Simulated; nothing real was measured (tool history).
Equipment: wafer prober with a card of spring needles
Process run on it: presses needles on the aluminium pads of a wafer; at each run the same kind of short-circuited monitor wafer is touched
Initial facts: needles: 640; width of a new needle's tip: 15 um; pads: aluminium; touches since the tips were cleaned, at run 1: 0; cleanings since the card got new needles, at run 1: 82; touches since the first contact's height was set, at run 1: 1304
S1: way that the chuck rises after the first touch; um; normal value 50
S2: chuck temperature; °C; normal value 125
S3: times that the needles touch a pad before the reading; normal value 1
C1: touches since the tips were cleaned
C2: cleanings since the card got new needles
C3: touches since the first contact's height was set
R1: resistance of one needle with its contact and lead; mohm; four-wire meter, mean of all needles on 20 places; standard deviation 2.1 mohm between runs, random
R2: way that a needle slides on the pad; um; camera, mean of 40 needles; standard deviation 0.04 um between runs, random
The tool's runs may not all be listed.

run,hour,S1,S2,S3,C1,C2,C3,R1,R2
1,0.0,50,125,1,0,82,1304,239,7.96
# hour 16.1: tips cleaned on abrasive film
# hour 30.7: tips cleaned on abrasive film
# hour 45.5: tips cleaned on abrasive film
2,49.1,50,125,1,1242,85,18490,258,7.98
# hour 61.0: tips cleaned on abrasive film
# hour 75.2: tips cleaned on abrasive film
3,82.8,50,125,1,2669,87,30312,269,7.92
# hour 92.5: tips cleaned on abrasive film
# hour 107.8: tips cleaned on abrasive film
4,108.5,50,125,2,249,89,39309,241,7.95
# hour 122.2: tips cleaned on abrasive film
# hour 137.6: tips cleaned on abrasive film
5,149.2,50,41,1,4061,91,53565,265,7.90
# hour 154.9: tips cleaned on abrasive film
# hour 170.6: tips cleaned on abrasive film
6,170.9,50,41,1,114,93,61167,224,7.97
# hour 186.0: tips cleaned on abrasive film
# hour 202.3: tips cleaned on abrasive film
7,210.3,50,41,1,2810,95,74957,257,7.91
# hour 219.2: tips cleaned on abrasive film
# hour 236.5: tips cleaned on abrasive film
# hour 253.0: tips cleaned on abrasive film
8,255.6,50,41,1,921,98,90824,237,7.94
# hour 269.0: tips cleaned on abrasive film
# hour 285.3: tips cleaned on abrasive film
# hour 301.1: tips cleaned on abrasive film
9,301.9,50,99,1,289,101,107050,239,7.82
# hour 309.1: tips cleaned on abrasive film, once more
# hour 324.2: tips cleaned on abrasive film
10,324.2,50,125,1,0,103,114829,244,7.83
# hour 339.4: tips cleaned on abrasive film
# hour 355.8: tips cleaned on abrasive film
11,365.3,50,125,2,3339,105,129254,265,7.80
# hour 371.5: tips cleaned on abrasive film
# hour 387.9: tips cleaned on abrasive film
# hour 404.6: tips cleaned on abrasive film
12,415.3,50,125,2,3797,108,146782,262,7.82
# hour 419.0: tips cleaned on abrasive film
# hour 433.9: tips cleaned on abrasive film
# hour 449.6: tips cleaned on abrasive film
13,449.6,50,125,2,0,111,158768,241,7.73
# hour 464.4: tips cleaned on abrasive film
14,473.1,50,125,1,3075,112,166997,280,7.74
# hour 480.1: tips cleaned on abrasive film
# hour 496.4: tips cleaned on abrasive film
# hour 511.5: tips cleaned on abrasive film
15,512.9,50,125,2,524,115,180941,250,7.74
# hour 525.8: tips cleaned on abrasive film
# hour 541.7: tips cleaned on abrasive film
# hour 556.9: tips cleaned on abrasive film
16,558.4,50,125,2,547,118,196862,245,7.72
# hour 572.9: tips cleaned on abrasive film
# hour 588.2: tips cleaned on abrasive film
17,592.0,50,106,3,1344,120,208639,246,7.74
# hour 604.8: tips cleaned on abrasive film
# hour 619.5: tips cleaned on abrasive film
18,619.5,50,33,1,0,122,218261,218,7.73
# hour 636.0: tips cleaned on abrasive film
19,649.8,50,33,1,4879,123,228895,270,7.74
# hour 653.4: tips cleaned on abrasive film
# hour 670.9: tips cleaned on abrasive film
# hour 687.9: tips cleaned on abrasive film
# hour 688.2: height of the first contact set anew
20,691.0,50,125,3,985,126,985,246,8.04
# hour 704.2: tips cleaned on abrasive film
21,715.0,62,77,3,3790,127,9396,233,9.87
# hour 721.2: tips cleaned on abrasive film
# hour 738.3: tips cleaned on abrasive film
# hour 755.8: tips cleaned on abrasive film
22,760.5,62,77,3,1636,130,25318,229,9.80
# hour 772.4: tips cleaned on abrasive film
23,781.9,55,107,3,3315,131,32821,249,8.74
# hour 788.3: tips cleaned on abrasive film
# hour 804.3: tips cleaned on abrasive film
24,811.7,50,26,1,2593,133,43268,252,7.89
# hour 821.9: tips cleaned on abrasive film
25,834.8,37,125,2,4542,134,51387,292,5.79
# hour 837.5: tips cleaned on abrasive film
# hour 853.3: tips cleaned on abrasive film
26,865.7,37,125,2,4397,136,62210,298,5.87
# hour 869.4: tips cleaned on abrasive film
# hour 886.1: tips cleaned on abrasive film
# hour 902.3: tips cleaned on abrasive film
27,911.6,37,125,2,3256,139,78266,295,5.80
# hour 917.8: tips cleaned on abrasive film
# hour 933.2: tips cleaned on abrasive film
28,938.6,37,125,2,1904,141,87714,285,5.82
# hour 950.0: tips cleaned on abrasive film
# hour 965.9: tips cleaned on abrasive film
29,971.2,59,67,2,1841,143,99129,237,9.27

Hidden state or all else? Some run-to-run changes of R1, split into what the settings, what came in and random variation would give without the hidden state, and what is left for the hidden state (with any gauge scatter that isn't in both results):
Hidden state at play: debris on the tips, nm; way that the needles fall short of the set height, um; tips' diameter, um; drift of the gauge itself on contact_mohm, %; drift of the gauge itself on scrub_um, %.
Run 18 -> 19: tips cleaned on abrasive film. R1 +52 mohm: hidden state +50, all else +2.
Run 19 -> 20: S2 33 -> 125, S3 1 -> 3, tips cleaned on abrasive film, tips cleaned on abrasive film, tips cleaned on abrasive film, height of the first contact set anew. R1 -24 mohm: hidden state -46, all else +22.
Run 28 -> 29: S1 37 -> 59, S2 125 -> 67, tips cleaned on abrasive film, tips cleaned on abrasive film. R1 -48 mohm: hidden state -24, all else -24.
